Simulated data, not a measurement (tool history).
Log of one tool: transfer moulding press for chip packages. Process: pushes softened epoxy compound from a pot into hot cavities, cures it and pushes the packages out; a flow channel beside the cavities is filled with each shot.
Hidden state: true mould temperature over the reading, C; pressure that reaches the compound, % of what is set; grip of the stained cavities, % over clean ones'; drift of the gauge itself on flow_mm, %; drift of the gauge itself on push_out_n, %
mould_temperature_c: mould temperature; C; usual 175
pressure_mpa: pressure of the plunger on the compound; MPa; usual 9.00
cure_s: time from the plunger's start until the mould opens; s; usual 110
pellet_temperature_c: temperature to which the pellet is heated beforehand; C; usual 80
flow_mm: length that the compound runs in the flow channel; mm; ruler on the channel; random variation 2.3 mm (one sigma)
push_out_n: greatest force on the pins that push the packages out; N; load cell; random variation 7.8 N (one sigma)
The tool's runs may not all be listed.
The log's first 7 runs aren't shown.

run,hour,mould_temperature_c,pressure_mpa,cure_s,pellet_temperature_c,hours of work since the mould's thermocouples were calibrated,shots since the plunger's rings were changed,shots since the cavities were cleaned,incoming compound's hours out of the cold store,flow_mm,push_out_n
8,84.1,175,9.00,110,80,64,2119,132,38.2,580,397
9,96.7,179,9.00,110,80,71,2244,257,27.5,589,385
10,106.6,179,9.00,110,80,76,2344,357,20.9,599,424
# hour 119.5: cavities cleaned with cleaning compound and waxed
11,119.9,179,9.00,110,80,83,2462,4,11.6,626,299
12,131.6,179,9.00,110,80,89,2578,120,40.0,559,330
13,140.2,179,9.00,110,80,94,2665,207,44.7,544,358
14,150.0,179,9.00,110,80,99,2763,305,12.3,623,402
15,163.1,179,9.00,110,80,106,2893,435,8.7,628,431
# hour 168.4: cavities cleaned with cleaning compound and waxed
16,179.3,181,9.00,128,80,115,3041,110,10.9,621,311
17,192.4,181,9.00,135,84,122,3171,240,27.4,572,338
18,202.2,183,6.83,135,87,127,3269,338,14.4,520,376
19,210.8,183,6.83,135,87,132,3355,424,31.9,484,396

Forecast run 20:
# hour 216.7: cavities cleaned with cleaning compound and waxed
20,227.0,183,8.58,90,87,140,3502,103,13.4,?,?

Run 20 gave flow_mm 586 mm, push_out_n 358 N.
Without the tool's hidden state the same run would have given flow_mm 621 mm, push_out_n 311 N.

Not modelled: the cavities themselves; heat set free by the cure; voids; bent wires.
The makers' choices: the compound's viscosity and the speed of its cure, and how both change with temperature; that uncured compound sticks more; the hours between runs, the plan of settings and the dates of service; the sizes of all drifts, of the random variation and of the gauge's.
